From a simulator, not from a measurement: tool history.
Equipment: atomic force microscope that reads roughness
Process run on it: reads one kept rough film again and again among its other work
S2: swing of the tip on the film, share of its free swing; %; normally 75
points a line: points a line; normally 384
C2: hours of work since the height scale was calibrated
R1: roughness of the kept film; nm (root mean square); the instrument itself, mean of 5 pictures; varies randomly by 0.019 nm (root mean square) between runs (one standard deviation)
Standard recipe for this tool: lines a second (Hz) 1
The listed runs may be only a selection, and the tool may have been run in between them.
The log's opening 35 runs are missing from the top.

-- day=49.942 new tip fitted
run 36 day=50.579 | lines_a_second_(Hz)=2.59 S2=73 points_a_line=384 | pictures_with_this_tip=34 C2=24 | R1=3.936
run 37 day=51.471 | lines_a_second_(Hz)=0.97 S2=78 points_a_line=483 | pictures_with_this_tip=81 C2=38 | R1=4.013
-- day=52.925 new tip fitted
run 38 day=52.925 | lines_a_second_(Hz)=1.74 S2=75 points_a_line=600 | pictures_with_this_tip=0 C2=60 | R1=4.379
run 39 day=54.417 | lines_a_second_(Hz)=1.74 S2=75 points_a_line=600 | pictures_with_this_tip=79 C2=83 | R1=3.796
-- day=55.896 new tip fitted
run 40 day=56.5 | lines_a_second_(Hz)=1.2 S2=67 points_a_line=262 | pictures_with_this_tip=32 C2=114 | R1=4.459
run 41 day=58.321 | lines_a_second_(Hz)=1 S2=75 points_a_line=772 | pictures_with_this_tip=129 C2=142 | R1=3.784
-- day=58.829 new tip fitted
run 42 day=60.121 | lines_a_second_(Hz)=1.34 S2=83 points_a_line=705 | pictures_with_this_tip=69 C2=170 | R1=3.835
run 43 day=61.538 | lines_a_second_(Hz)=0.67 S2=60 points_a_line=384 | pictures_with_this_tip=144 C2=192 | R1=3.909
-- day=61.854 new tip fitted
run 44 day=63.112 | lines_a_second_(Hz)=2.58 S2=64 points_a_line=796 | pictures_with_this_tip=67 C2=216 | R1=4.032
run 45 day=64.2 | lines_a_second_(Hz)=1.97 S2=88 points_a_line=838 | pictures_with_this_tip=125 C2=232 | R1=3.112
-- day=64.883 new tip fitted
run 46 day=66.154 | lines_a_second_(Hz)=1.97 S2=88 points_a_line=838 | pictures_with_this_tip=68 C2=262 | R1=3.336
-- day=67.808 new tip fitted
run 47 day=67.925 | lines_a_second_(Hz)=1.97 S2=88 points_a_line=838 | pictures_with_this_tip=6 C2=289 | R1=3.743
run 48 day=69.638 | lines_a_second_(Hz)=0.94 S2=58 points_a_line=425 | pictures_with_this_tip=97 C2=316 | R1=4.132
-- day=70.775 new tip fitted
run 49 day=70.846 | lines_a_second_(Hz)=0.87 S2=83 points_a_line=425 | pictures_with_this_tip=3 C2=334 | R1=4.477

What if the next run were any one of these 3? Each begins from the tool's condition after run 49:
run A day=72.05 | lines_a_second_(Hz)=0.73 S2=67 points_a_line=316 | pictures_with_this_tip=68 C2=352 | R1=?
run B day=72.05 | lines_a_second_(Hz)=3.9 S2=77 points_a_line=764 | pictures_with_this_tip=68 C2=352 | R1=?
run C day=72.05 | lines_a_second_(Hz)=0.92 S2=88 points_a_line=547 | pictures_with_this_tip=68 C2=352 | R1=?

run=A R1=4.288
run=B R1=3.275
run=C R1=3.879
The same runs, with their run-to-run variation unchanged, on a tool lacking any hidden condition would have given:
run=A R1=4.809
run=B R1=3.672
run=C R1=4.35

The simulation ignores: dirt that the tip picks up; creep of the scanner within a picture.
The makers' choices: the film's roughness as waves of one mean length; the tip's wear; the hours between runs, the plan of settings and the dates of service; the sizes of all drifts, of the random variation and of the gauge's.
